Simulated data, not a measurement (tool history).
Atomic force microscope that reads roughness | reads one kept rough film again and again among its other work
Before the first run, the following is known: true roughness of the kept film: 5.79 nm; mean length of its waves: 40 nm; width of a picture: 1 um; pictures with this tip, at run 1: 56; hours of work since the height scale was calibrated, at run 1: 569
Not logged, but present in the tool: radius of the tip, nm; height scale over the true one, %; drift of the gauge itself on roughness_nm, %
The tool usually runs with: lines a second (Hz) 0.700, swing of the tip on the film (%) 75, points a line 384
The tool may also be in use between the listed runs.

run   hour  lines a second (Hz)  swing of the tip on the film (%)  points a line  pictures with this tip  hours of work since the height scale was calibrated  roughness of the kept film (nm (root mean square))
  1    0.0                0.700                                75            384                      56                                                  569                                               5.120
  2   19.4                0.700                                75            384                      73                                                  577                                               5.030
      46.7  -- new tip fitted
  3   51.7                0.700                                75            384                       5                                                  590                                               5.312
  4   85.5                0.699                                75            384                      35                                                  604                                               5.235
  5  115.1                0.700                                75            384                      61                                                  617                                               5.100
  6  146.8                0.700                                81            384                      90                                                  630                                               4.952
     156.1  -- new tip fitted
  7  167.1                0.720                                65            384                      10                                                  638                                               5.288
  8  184.8                2.146                                89            384                      26                                                  645                                               4.885
  9  217.5                2.146                                89            384                      55                                                  659                                               4.743
 10  250.1                0.752                                77            308                      84                                                  672                                               4.979
     264.7  -- new tip fitted
 11  265.6                3.615                                90            567                       1                                                  679                                               4.666

4 options for the next run, each taken on its own from the tool as it stands now. Forecast them:
  A  295.2                3.938                                56            284                      27                                                  691                                                   ?
  B  295.2                0.700                                75            481                      27                                                  691                                                   ?
  C  295.2                0.700                                75            309                      27                                                  691                                                   ?
  D  295.2                3.615                                70            567                      27                                                  691                                                   ?

run  roughness of the kept film (nm (root mean square))
  A                                               5.192
  B                                               5.257
  C                                               5.237
  D                                               4.994
With no hidden state in the tool, these same runs would have given:
run  roughness of the kept film (nm (root mean square))
  A                                               5.258
  B                                               5.323
  C                                               5.303
  D                                               5.057
